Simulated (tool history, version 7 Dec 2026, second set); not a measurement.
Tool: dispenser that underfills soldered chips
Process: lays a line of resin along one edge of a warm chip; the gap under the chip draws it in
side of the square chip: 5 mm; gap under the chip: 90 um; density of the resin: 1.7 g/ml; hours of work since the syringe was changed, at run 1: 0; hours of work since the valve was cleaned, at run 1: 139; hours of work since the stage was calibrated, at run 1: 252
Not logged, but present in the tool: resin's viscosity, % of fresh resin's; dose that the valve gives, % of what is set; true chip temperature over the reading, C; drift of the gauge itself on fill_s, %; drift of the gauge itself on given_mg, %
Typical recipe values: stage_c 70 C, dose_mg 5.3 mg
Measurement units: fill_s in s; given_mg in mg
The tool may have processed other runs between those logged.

run   hour  stage_c  dose_mg  hours of work since the syringe was changed  hours of work since the valve was cleaned  hours of work since the stage was calibrated  fill_s  given_mg
  1      0       70      5.3                                            0                                        139                                           252     5.8      4.92
      10.4  -- new syringe of resin
  2   13.7       70      5.3                                            2                                        148                                           261     6.3      4.87
      16.8  -- dispensing valve cleaned and set on the balance
      21.8  -- new syringe of resin
  3   24.9       70      5.3                                            2                                          5                                           268       6      5.31
      31.8  -- new syringe of resin
  4   31.8       70      5.3                                            0                                          9                                           272     5.9      5.29
  5   40.5       64      5.3                                            6                                         15                                           278     8.3      5.26
      41.9  -- new syringe of resin
      52.9  -- new syringe of resin
  6   54.7       70     6.63                                            1                                         24                                           287     5.7      6.48
      62.6  -- new syringe of resin
  7   62.6       70     6.63                                            0                                         29                                           292     5.4      6.47
      72.6  -- new syringe of resin
  8   72.8       70     6.63                                            0                                         36                                           298     5.6       6.5
      82.7  -- new syringe of resin
  9   87.1       76      5.3                                            3                                         45                                           307     5.6      5.18
      92.8  -- new syringe of resin
 10     95       76      5.3                                            1                                         50                                           312     4.9      5.13
 11  101.5       76     6.35                                            6                                         54                                           316     5.8      6.11
     102.8  -- new syringe of resin
 12  107.9       76     6.35                                            3                                         58                                           320     5.1      6.06
     113.2  -- new syringe of resin
 13  118.8       76     6.35                                            4                                         65                                           327     5.2      6.11
     123.8  -- new syringe of resin
     133.7  -- new syringe of resin
 14  133.7       70      5.3                                            0                                         74                                           337     5.7      5.08
     143.8  -- new syringe of resin
 15  144.9       70     5.12                                            1                                         81                                           344     6.2      4.87
     154.2  -- new syringe of resin
 16  157.1       70     5.12                                            2                                         89                                           352     6.2      4.88
       164  -- new syringe of resin
 17  165.3       81      5.3                                            1                                         94                                           357     4.1      5.11
     174.3  -- new syringe of resin
 18  174.5       81      5.3                                            0                                        100                                           363     4.3      4.95
     184.3  -- new syringe of resin
 19  186.6       81      5.3                                            2                                        108                                           370     4.8      4.96
 20  192.8       81     5.24                                            6                                        112                                           374     4.8      4.86
     194.3  -- new syringe of resin
 21  203.6       67     4.54                                            6                                        119                                           381     7.8      4.27
       205  -- new syringe of resin
     214.9  -- new syringe of resin
 22  216.4       67     4.61                                            1                                        127                                           389       7      4.39
 23  223.5       67     4.61                                            6                                        131                                           394     7.9      4.28
     225.3  -- new syringe of resin
 24  229.6       64     6.54                                            3                                        135                                           398     7.3         6
     235.7  -- new syringe of resin
 25  242.3       66     6.25                                            4                                        143                                           406     7.2      5.77
     246.1  -- new syringe of resin
 26  248.6       68     6.58                                            2                                        147                                           410     6.1      6.04
     252.7  -- dispensing valve cleaned and set on the balance
     257.7  -- new syringe of resin
 27  264.3       82     6.61                                            4                                          7                                           419     4.6      6.64
     268.1  -- new syringe of resin
       278  -- new syringe of resin
 28    278       77      5.4                                            0                                         16                                           428     5.1      5.43
     288.5  -- new syringe of resin
 29  288.5       56     5.63                                            0                                         23                                           435     8.6      5.56
 30  297.5       56     5.63                                            6                                         29                                           440    10.4      5.53
     298.9  -- new syringe of resin
 31  306.6       56     5.63                                            5                                         34                                           446    10.4      5.58

Here are 5 independent what-if runs from the current tool condition. What would each one return?
     309.5  -- new syringe of resin
  A  315.1       82      5.3                                            4                                         40                                           452       ?         ?
     309.5  -- new syringe of resin
  B  315.1       65     5.79                                            4                                         40                                           452       ?         ?
     309.5  -- new syringe of resin
  C  315.1       63     5.63                                            4                                         40                                           452       ?         ?
     309.5  -- new syringe of resin
  D  315.1       70     6.75                                            4                                         40                                           452       ?         ?
     309.5  -- new syringe of resin
  E  315.1       55     5.61                                            4                                         40                                           452       ?         ?

run  fill_s  given_mg
  A     4.5       5.2
  B     7.3      5.63
  C       8      5.58
  D     6.4      6.52
  E    10.6      5.47
The same runs, with their run-to-run variation unchanged, on a tool lacking any hidden condition would have given:
run  fill_s  given_mg
  A     3.8      5.31
  B     6.2      5.75
  C     6.8       5.7
  D     5.5      6.67
  E     9.1      5.59

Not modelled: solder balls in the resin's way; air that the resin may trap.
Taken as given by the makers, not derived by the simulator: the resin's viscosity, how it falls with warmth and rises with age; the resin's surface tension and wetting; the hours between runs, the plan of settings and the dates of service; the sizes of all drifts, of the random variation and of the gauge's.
